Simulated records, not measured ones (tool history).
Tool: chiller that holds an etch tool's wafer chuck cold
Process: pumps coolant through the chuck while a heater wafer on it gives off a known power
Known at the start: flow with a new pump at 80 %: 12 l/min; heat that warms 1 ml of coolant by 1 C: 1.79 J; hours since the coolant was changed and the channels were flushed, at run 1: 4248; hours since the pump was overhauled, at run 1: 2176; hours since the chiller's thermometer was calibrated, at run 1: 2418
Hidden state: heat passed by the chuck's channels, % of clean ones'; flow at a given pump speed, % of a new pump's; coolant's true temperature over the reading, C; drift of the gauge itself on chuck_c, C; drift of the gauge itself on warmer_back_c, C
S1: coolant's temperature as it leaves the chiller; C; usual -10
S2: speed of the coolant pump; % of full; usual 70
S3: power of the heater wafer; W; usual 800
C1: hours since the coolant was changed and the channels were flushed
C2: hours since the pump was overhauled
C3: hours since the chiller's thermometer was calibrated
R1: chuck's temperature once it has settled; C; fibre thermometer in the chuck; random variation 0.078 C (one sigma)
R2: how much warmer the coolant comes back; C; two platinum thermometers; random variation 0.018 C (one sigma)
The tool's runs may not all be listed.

{"run": 1, "hour": 0.0, "S1": -10, "S2": 70, "S3": 800, "C1": 4248, "C2": 2176, "C3": 2418, "R1": -1.12, "R2": 2.54}
{"run": 2, "hour": 82.2, "S1": -10, "S2": 70, "S3": 599, "C1": 4331, "C2": 2259, "C3": 2500, "R1": -3.27, "R2": 1.91}
{"run": 3, "hour": 174.0, "S1": -10, "S2": 97, "S3": 599, "C1": 4422, "C2": 2350, "C3": 2592, "R1": -4.38, "R2": 1.4}
{"run": 4, "hour": 231.1, "S1": -10, "S2": 97, "S3": 599, "C1": 4480, "C2": 2408, "C3": 2649, "R1": -4.42, "R2": 1.37}
{"run": 5, "hour": 299.9, "S1": -10, "S2": 70, "S3": 800, "C1": 4548, "C2": 2476, "C3": 2717, "R1": -1.12, "R2": 2.55}
{"run": 6, "hour": 358.1, "S1": -10, "S2": 70, "S3": 560, "C1": 4607, "C2": 2535, "C3": 2776, "R1": -3.85, "R2": 1.79}
{"run": 7, "hour": 402.5, "S1": -10, "S2": 70, "S3": 560, "C1": 4651, "C2": 2579, "C3": 2820, "R1": -3.82, "R2": 1.77}
{"run": 8, "hour": 484.6, "S1": -10, "S2": 70, "S3": 800, "C1": 4733, "C2": 2661, "C3": 2902, "R1": -1.02, "R2": 2.57}
{"run": 9, "hour": 540.2, "S1": -10, "S2": 70, "S3": 814, "C1": 4789, "C2": 2717, "C3": 2958, "R1": -1.11, "R2": 2.6}
{"run": 10, "hour": 641.5, "S1": -10, "S2": 70, "S3": 814, "C1": 4890, "C2": 2818, "C3": 3059, "R1": -0.89, "R2": 2.61}
{"run": 11, "hour": 732.2, "S1": -10, "S2": 70, "S3": 814, "C1": 4981, "C2": 2909, "C3": 3150, "R1": -0.9, "R2": 2.59}
{"run": 12, "hour": 800.1, "S1": -10, "S2": 70, "S3": 814, "C1": 5049, "C2": 2977, "C3": 3218, "R1": -1.06, "R2": 2.62}
{"run": 13, "hour": 869.2, "S1": -10, "S2": 70, "S3": 800, "C1": 5118, "C2": 3046, "C3": 3287, "R1": -1.14, "R2": 2.55}
{"run": 14, "hour": 935.7, "S1": -10, "S2": 70, "S3": 800, "C1": 5184, "C2": 3112, "C3": 3353, "R1": -0.94, "R2": 2.59}
{"run": 15, "hour": 984.2, "S1": -10, "S2": 70, "S3": 800, "C1": 5233, "C2": 3161, "C3": 3402, "R1": -1.05, "R2": 2.57}
{"run": 16, "hour": 1055.5, "S1": -10, "S2": 70, "S3": 800, "C1": 5304, "C2": 3232, "C3": 3473, "R1": -1.12, "R2": 2.55}
{"run": 17, "hour": 1140.8, "S1": -10, "S2": 70, "S3": 581, "C1": 5389, "C2": 3317, "C3": 3558, "R1": -3.45, "R2": 1.82}
{"run": 18, "hour": 1217.5, "S1": -10, "S2": 70, "S3": 581, "C1": 5466, "C2": 3394, "C3": 3635, "R1": -3.56, "R2": 1.83}
{"run": 19, "hour": 1270.4, "S1": -8, "S2": 86, "S3": 581, "C1": 5519, "C2": 3447, "C3": 3688, "R1": -2.11, "R2": 1.51}
{"run": 20, "hour": 1363.2, "S1": -10, "S2": 70, "S3": 429, "C1": 5612, "C2": 3540, "C3": 3781, "R1": -5.1, "R2": 1.4}
{"run": 21, "hour": 1453.8, "S1": -10, "S2": 99, "S3": 800, "C1": 5702, "C2": 3630, "C3": 3871, "R1": -2.54, "R2": 1.79}
{"run": 22, "hour": 1537.8, "S1": -20, "S2": 87, "S3": 737, "C1": 5786, "C2": 3714, "C3": 3955, "R1": -12.56, "R2": 1.89}
{"run": 23, "hour": 1639.3, "S1": -20, "S2": 87, "S3": 737, "C1": 5888, "C2": 3816, "C3": 4057, "R1": -12.53, "R2": 1.89}
{"hour": 1696.2, "done": "chiller's thermometer calibrated"}
{"run": 24, "hour": 1717.3, "S1": -12, "S2": 66, "S3": 872, "C1": 5965, "C2": 3893, "C3": 21, "R1": -1.82, "R2": 2.97}
{"run": 25, "hour": 1762.9, "S1": -1, "S2": 70, "S3": 459, "C1": 6010, "C2": 3938, "C3": 67, "R1": 4.39, "R2": 1.46}
{"run": 26, "hour": 1825.3, "S1": -1, "S2": 70, "S3": 459, "C1": 6073, "C2": 4001, "C3": 129, "R1": 4.39, "R2": 1.46}
{"run": 27, "hour": 1916.4, "S1": -18, "S2": 70, "S3": 442, "C1": 6164, "C2": 4092, "C3": 220, "R1": -12.83, "R2": 1.39}
{"run": 28, "hour": 2004.2, "S1": -18, "S2": 70, "S3": 442, "C1": 6252, "C2": 4180, "C3": 308, "R1": -12.91, "R2": 1.39}
{"run": 29, "hour": 2089.2, "S1": -17, "S2": 82, "S3": 448, "C1": 6337, "C2": 4265, "C3": 393, "R1": -12.2, "R2": 1.26}
{"run": 30, "hour": 2161.6, "S1": -16, "S2": 86, "S3": 519, "C1": 6409, "C2": 4337, "C3": 465, "R1": -10.38, "R2": 1.36}
{"run": 31, "hour": 2248.5, "S1": -10, "S2": 84, "S3": 614, "C1": 6496, "C2": 4424, "C3": 552, "R1": -3.5, "R2": 1.65}
{"hour": 2321.5, "done": "coolant changed, channels flushed"}
{"run": 32, "hour": 2341.2, "S1": -10, "S2": 61, "S3": 624, "C1": 20, "C2": 4511, "C3": 639, "R1": -2.19, "R2": 2.28}
{"run": 33, "hour": 2426.3, "S1": -16, "S2": 97, "S3": 624, "C1": 105, "C2": 4596, "C3": 724, "R1": -9.92, "R2": 1.43}

Forecast each of these 3 alternatives for the next run:
{"run": "A", "hour": 2496.6, "S1": -6, "S2": 70, "S3": 998, "C1": 175, "C2": 4666, "C3": 794, "R1": "?", "R2": "?"}
{"run": "B", "hour": 2496.6, "S1": -17, "S2": 81, "S3": 971, "C1": 175, "C2": 4666, "C3": 794, "R1": "?", "R2": "?"}
{"run": "C", "hour": 2496.6, "S1": -12, "S2": 64, "S3": 624, "C1": 175, "C2": 4666, "C3": 794, "R1": "?", "R2": "?"}

run=A R1=5.29 R2=3.14
run=B R1=-6.74 R2=2.69
run=C R1=-4.39 R2=2.19
Without the tool's hidden state the same runs would have given:
run=A R1=4.92 R2=3.14
run=B R1=-7.11 R2=2.69
run=C R1=-4.76 R2=2.19
